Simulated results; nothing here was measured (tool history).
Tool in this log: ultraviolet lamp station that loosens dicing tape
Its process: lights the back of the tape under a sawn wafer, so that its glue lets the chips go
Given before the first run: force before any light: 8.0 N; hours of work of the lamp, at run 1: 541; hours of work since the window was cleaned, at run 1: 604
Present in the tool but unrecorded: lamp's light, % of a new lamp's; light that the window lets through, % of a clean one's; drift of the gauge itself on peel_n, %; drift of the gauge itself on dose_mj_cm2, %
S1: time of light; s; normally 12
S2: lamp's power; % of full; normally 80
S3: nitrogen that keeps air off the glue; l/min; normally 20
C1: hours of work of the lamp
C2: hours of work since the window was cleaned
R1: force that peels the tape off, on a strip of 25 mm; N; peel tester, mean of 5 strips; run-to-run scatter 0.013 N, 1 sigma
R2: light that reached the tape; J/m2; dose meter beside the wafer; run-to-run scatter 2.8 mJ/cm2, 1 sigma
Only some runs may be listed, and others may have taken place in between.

run,day,S1,S2,S3,C1,C2,R1,R2
1,0.000,12,80,20,541,604,0.954,3090
# day 0.442: window cleaned of glue's vapour
2,2.838,12,80,20,581,35,0.732,3640
3,4.288,12,80,20,602,56,0.745,3650
4,5.933,12,80,20,626,79,0.782,3560
5,7.612,12,80,20,650,104,0.770,3570
6,10.192,12,80,20,688,141,0.783,3560
7,12.875,12,80,20,727,180,0.821,3500
8,15.346,14,80,20,762,216,0.638,3930
9,16.971,14,80,20,786,239,0.655,3960
10,20.038,14,80,20,830,284,0.637,3930
11,22.475,14,79,20,866,319,0.678,3810
12,25.054,12,72,20,903,356,1.073,2910
13,26.496,12,80,9,924,377,1.437,3240
14,29.125,12,68,9,962,415,1.899,2710
15,31.888,12,67,11,1002,455,1.786,2570
16,35.154,12,67,11,1049,502,1.799,2580
17,38.217,12,85,19,1093,547,0.997,3210
18,41.062,12,94,27,1135,588,0.680,3450
# day 42.529: window cleaned of glue's vapour
19,43.717,12,80,28,1173,17,0.709,3420
20,45.108,12,95,22,1193,37,0.566,4020
21,48.342,10,62,22,1240,84,1.716,2150
22,49.896,10,62,22,1262,107,1.756,2100
23,51.446,11,63,20,1285,129,1.581,2350
24,53.533,18,68,18,1315,159,0.636,4050
25,56.279,18,68,18,1354,199,0.635,4030
26,58.371,12,97,20,1385,229,0.659,3820
27,60.854,17,80,6,1421,265,1.102,4370

Predict each of these 3 candidate next runs independently; none follows another, all start after run 27:
A,62.696,12,94,8,1447,292,?,?
B,62.696,19,62,8,1447,292,?,?
C,62.696,10,79,36,1447,292,?,?

run,R1,R2
A,1.225,3580
B,1.208,3770
C,1.066,2470
Without the tool's hidden state the same runs would have given:
run,R1,R2
A,0.764,4680
B,0.744,4910
C,0.650,3230

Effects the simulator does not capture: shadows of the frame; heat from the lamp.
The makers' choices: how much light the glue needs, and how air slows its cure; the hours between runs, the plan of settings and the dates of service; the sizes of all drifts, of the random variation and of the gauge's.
